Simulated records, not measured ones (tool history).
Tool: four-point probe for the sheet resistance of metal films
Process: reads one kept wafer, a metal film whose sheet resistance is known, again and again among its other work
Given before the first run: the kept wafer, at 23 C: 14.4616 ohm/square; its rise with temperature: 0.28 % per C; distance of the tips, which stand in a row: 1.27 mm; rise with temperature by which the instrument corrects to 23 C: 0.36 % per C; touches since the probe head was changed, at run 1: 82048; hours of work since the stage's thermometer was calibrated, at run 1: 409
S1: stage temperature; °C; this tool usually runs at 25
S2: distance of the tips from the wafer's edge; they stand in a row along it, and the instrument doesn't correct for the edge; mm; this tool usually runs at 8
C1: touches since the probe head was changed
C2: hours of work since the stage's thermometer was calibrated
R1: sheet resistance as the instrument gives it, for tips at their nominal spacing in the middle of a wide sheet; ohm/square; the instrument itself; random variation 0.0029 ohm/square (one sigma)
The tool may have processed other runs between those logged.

Run 1, hour 0.0: usual settings; C1 82048; C2 409. Result: R1 14.696489 ohm/square.
Run 2, hour 17.1: usual settings but S1 18 °C; C1 82826; C2 418. Result: R1 14.774101 ohm/square.
Run 3, hour 53.4: usual settings but S1 18 °C; C1 84480; C2 437. Result: R1 14.772681 ohm/square.
Run 4, hour 79.1: usual settings but S1 18 °C; C1 85651; C2 451. Result: R1 14.773895 ohm/square.
Run 5, hour 103.2: usual settings but S1 18 °C; C1 86748; C2 463. Result: R1 14.779749 ohm/square.
Run 6, hour 133.1: usual settings but S2 4 mm; C1 88107; C2 479. Result: R1 15.248300 ohm/square.
Run 7, hour 165.1: usual settings; C1 89567; C2 496. Result: R1 14.694560 ohm/square.
Run 8, hour 185.0: usual settings; C1 90474; C2 507. Result: R1 14.703122 ohm/square.
Run 9, hour 211.1: usual settings but S1 27 °C; C1 91661; C2 520. Result: R1 14.677106 ohm/square.
Run 10, hour 244.9: usual settings but S1 31 °C; C1 93201; C2 538. Result: R1 14.636619 ohm/square.
Run 11, hour 266.5: usual settings but S1 31 °C; C1 94184; C2 550. Result: R1 14.641993 ohm/square.
Run 12, hour 300.1: usual settings but S1 31 °C; C1 95715; C2 567. Result: R1 14.638013 ohm/square.
Run 13, hour 317.9: usual settings but S1 31 °C; C1 96524; C2 577. Result: R1 14.638693 ohm/square.
At hour 320.7: stage's thermometer calibrated.
Run 14, hour 338.4: usual settings but S1 31 °C; C1 97433; C2 9. Result: R1 14.647626 ohm/square.
Run 15, hour 373.2: usual settings but S1 31 °C; C1 99018; C2 28. Result: R1 14.646860 ohm/square.
At hour 394.2: stage's thermometer calibrated, once more.
Run 16, hour 402.0: usual settings; C1 100307; C2 4. Result: R1 14.705407 ohm/square.
Run 17, hour 430.8: usual settings; C1 101620; C2 19. Result: R1 14.700866 ohm/square.
Run 18, hour 452.6: usual settings but S2 44 mm; C1 102614; C2 31. Result: R1 14.514676 ohm/square.
Run 19, hour 476.0: usual settings but S1 33 °C; C1 103676; C2 43. Result: R1 14.624085 ohm/square.
Run 20, hour 493.5: usual settings but S1 33 °C; C1 104476; C2 53. Result: R1 14.624831 ohm/square.
Run 21, hour 509.4: usual settings but S1 33 °C, S2 19 mm; C1 105199; C2 61. Result: R1 14.462753 ohm/square.
Run 22, hour 545.0: usual settings but S1 33 °C, S2 19 mm; C1 106818; C2 80. Result: R1 14.465323 ohm/square.
Run 23, hour 576.9: usual settings but S1 33 °C, S2 19 mm; C1 108275; C2 97. Result: R1 14.464201 ohm/square.
Run 24, hour 593.1: usual settings but S1 19 °C, S2 11 mm; C1 109008; C2 105. Result: R1 14.690395 ohm/square.
Run 25, hour 612.8: usual settings but S1 19 °C, S2 11 mm; C1 109906; C2 116. Result: R1 14.687105 ohm/square.
Run 26, hour 650.5: usual settings but S1 22 °C; C1 111623; C2 136. Result: R1 14.740593 ohm/square.
Run 27, hour 668.7: usual settings but S1 30 °C; C1 112454; C2 145. Result: R1 14.659553 ohm/square.
Run 28, hour 700.3: usual settings but S1 30 °C, S2 68 mm; C1 113893; C2 162. Result: R1 14.472130 ohm/square.
Run 29, hour 735.4: usual settings but S1 30 °C, S2 68 mm; C1 115492; C2 181. Result: R1 14.470350 ohm/square.
Run 30, hour 761.5: usual settings but S1 20 °C, S2 13 mm; C1 116677; C2 194. Result: R1 14.651245 ohm/square.
Run 31, hour 790.0: usual settings but S1 31 °C; C1 117976; C2 209. Result: R1 14.658182 ohm/square.
Run 32, hour 827.6: usual settings but S1 26 °C, S2 5 mm; C1 119690; C2 229. Result: R1 14.995801 ohm/square.
Run 33, hour 861.3: usual settings but S1 22 °C, S2 11 mm; C1 121224; C2 247. Result: R1 14.666728 ohm/square.
Run 34, hour 877.9: usual settings but S1 22 °C, S2 32 mm; C1 121981; C2 256. Result: R1 14.570140 ohm/square.
Run 35, hour 913.4: usual settings but S1 19 °C, S2 17 mm; C1 123597; C2 275. Result: R1 14.640252 ohm/square.
Run 36, hour 945.1: usual settings but S1 23 °C, S2 30 mm; C1 125039; C2 291. Result: R1 14.563937 ohm/square.
Run 37, hour 967.7: usual settings but S1 24 °C, S2 5 mm; C1 126069; C2 303. Result: R1 15.026081 ohm/square.
Run 38, hour 985.6: usual settings but S2 52 mm; C1 126883; C2 313. Result: R1 14.533993 ohm/square.
Run 39, hour 1012.2: usual settings but S2 52 mm; C1 128094; C2 327. Result: R1 14.535168 ohm/square.
Run 40, hour 1042.9: usual settings but S2 16 mm; C1 129491; C2 343. Result: R1 14.580358 ohm/square.
Run 41, hour 1068.3: usual settings but S1 19 °C, S2 13 mm; C1 130652; C2 357. Result: R1 14.676096 ohm/square.
Run 42, hour 1087.9: usual settings but S1 19 °C, S2 13 mm; C1 131540; C2 367. Result: R1 14.677120 ohm/square.
Run 43, hour 1124.0: usual settings but S1 23 °C, S2 24 mm; C1 133188; C2 386. Result: R1 14.578865 ohm/square.
Run 44, hour 1146.6: usual settings but S1 19 °C; C1 134215; C2 398. Result: R1 14.802235 ohm/square.
Run 45, hour 1177.0: usual settings but S1 21 °C, S2 70 mm; C1 135600; C2 414. Result: R1 14.582563 ohm/square.
Run 46, hour 1202.1: usual settings but S1 31 °C, S2 43 mm; C1 136743; C2 427. Result: R1 14.478428 ohm/square.

Selected run-to-run steps in R1, each split into two signed amounts: the part the tool would show with no hidden state at all (from settings, incoming material and random variation), and the remainder, which goes to the hidden state together with any gauge scatter not common to the measured and the hidden-state-free results:
The tool's hidden condition here consists of: inner tips' distance over the nominal, %; tips' flats over new ones', %; wafer's true temperature over the reading, C; drift of the gauge itself on sheet_ohm, %.
Run 5 -> 6: S1 18 -> 25, S2 8 -> 4. R1 +0.468551 ohm/square: hidden state +0.002864, all else +0.465687.
Run 6 -> 7: S2 4 -> 8. R1 -0.553740 ohm/square: hidden state -0.001070, all else -0.552670.
Run 13 -> 14: stage's thermometer calibrated. R1 +0.008933 ohm/square: hidden state +0.007100, all else +0.001833.
Run 15 -> 16: S1 31 -> 25, stage's thermometer calibrated, once more. R1 +0.058547 ohm/square: hidden state -0.010337, all else +0.068884.
Run 36 -> 37: S1 23 -> 24, S2 30 -> 5. R1 +0.462144 ohm/square: hidden state +0.003445, all else +0.458699.
Run 37 -> 38: S1 24 -> 25, S2 5 -> 52. R1 -0.492088 ohm/square: hidden state -0.002177, all else -0.489911.
